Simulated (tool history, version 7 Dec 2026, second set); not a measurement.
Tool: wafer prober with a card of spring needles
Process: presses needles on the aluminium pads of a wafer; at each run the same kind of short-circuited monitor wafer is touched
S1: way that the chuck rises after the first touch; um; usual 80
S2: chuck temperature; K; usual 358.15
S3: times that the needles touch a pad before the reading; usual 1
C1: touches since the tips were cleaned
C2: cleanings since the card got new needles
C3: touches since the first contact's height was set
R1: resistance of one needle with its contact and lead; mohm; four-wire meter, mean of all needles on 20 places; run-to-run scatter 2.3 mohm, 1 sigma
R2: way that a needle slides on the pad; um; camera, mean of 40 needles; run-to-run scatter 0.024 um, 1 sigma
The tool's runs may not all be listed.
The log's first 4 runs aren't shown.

run   hour  S1      S2  S3    C1  C2     C3   R1     R2
       107  -- tips cleaned on abrasive film
     129.2  -- tips cleaned on abrasive film
  5    135  80  358.15   1  1475  59  77614  266  14.17
     151.1  -- tips cleaned on abrasive film
  6  154.8  80  358.15   1   941  60  82624  268  14.26
     174.8  -- tips cleaned on abrasive film
     175.1  -- height of the first contact set anew
  7  188.1  80  344.15   1  3289  61   3289  262  14.22
     196.1  -- tips cleaned on abrasive film
     218.8  -- tips cleaned on abrasive film
  8    224  80  344.15   2  1330  63  12368  260  14.22
     243.4  -- tips cleaned on abrasive film
  9  262.8  80  344.15   2  4927  64  22194  260  14.26
     266.4  -- tips cleaned on abrasive film
     288.1  -- tips cleaned on abrasive film
 10  291.4  80  344.15   2   834  66  29395  257  14.24
     311.7  -- tips cleaned on abrasive film
 11  316.9  80  344.15   2  1341  67  35865  259  14.29
     334.2  -- tips cleaned on abrasive film
 12  354.1  80  344.15   2  5048  68  45277  262  14.26
     358.1  -- tips cleaned on abrasive film
     381.1  -- tips cleaned on abrasive film
 13  396.4  80  344.15   2  3885  70  55982  264  14.23
     403.7  -- tips cleaned on abrasive film
       426  -- tips cleaned on abrasive film
 14    440  80  344.15   2  3543  72  66996  258  14.19
     447.6  -- tips cleaned on abrasive film
     470.3  -- tips cleaned on abrasive film
 15  486.5  80  344.15   2  4133  74  78774  261  14.23
     492.6  -- tips cleaned on abrasive film
     513.6  -- tips cleaned on abrasive film
 16  513.9  75  352.15   1    75  76  85678  263  13.36
     524.1  -- height of the first contact set anew
 17  534.3  75  352.15   2  5187  76   2611  262  13.39
     537.6  -- tips cleaned on abrasive film
     558.8  -- tips cleaned on abrasive film
 18  565.2  75  352.15   2  1629  78  10395  262  13.37
     582.8  -- tips cleaned on abrasive film
 19  602.7  75  352.15   2  5060  79  19911  263  13.38
     605.5  -- tips cleaned on abrasive film
     628.2  -- tips cleaned on abrasive film
 20  636.5  75  352.15   2  2117  81  28443  268  13.35
     651.4  -- tips cleaned on abrasive film
     675.9  -- tips cleaned on abrasive film
 21  676.1  80  372.15   2    67  83  38451  270   14.2
     696.9  -- tips cleaned on abrasive film
     717.7  -- tips cleaned on abrasive film
 22    721  65  350.15   2   842  85  49800  265  11.54
     742.5  -- tips cleaned on abrasive film
 23  762.4  91  335.15   2  5045  86  60290  259   16.2
     765.4  -- tips cleaned on abrasive film
     787.7  -- tips cleaned on abrasive film
 24  798.3  60  393.15   2  2679  88  69358  278  10.64
     808.7  -- tips cleaned on abrasive film
 25  819.5  69  395.15   2  2732  89  74720  282  12.26
     830.7  -- tips cleaned on abrasive film
 26  839.5  79  396.15   2  2247  90  79784  278  14.04
     854.2  -- tips cleaned on abrasive film
     870.4  -- height of the first contact set anew
     878.3  -- tips cleaned on abrasive film
 27  881.7  79  396.15   2   867  92   2848  275  14.08

Predict the results of run 28:
     900.9  -- tips cleaned on abrasive film
 28  908.5  84  358.15   2  1938  93  9635   ?   ?

R1: 261 mohm
R2: 14.98 um
Without the tool's hidden state the same run would have given R1 260 mohm, R2 14.98 um.
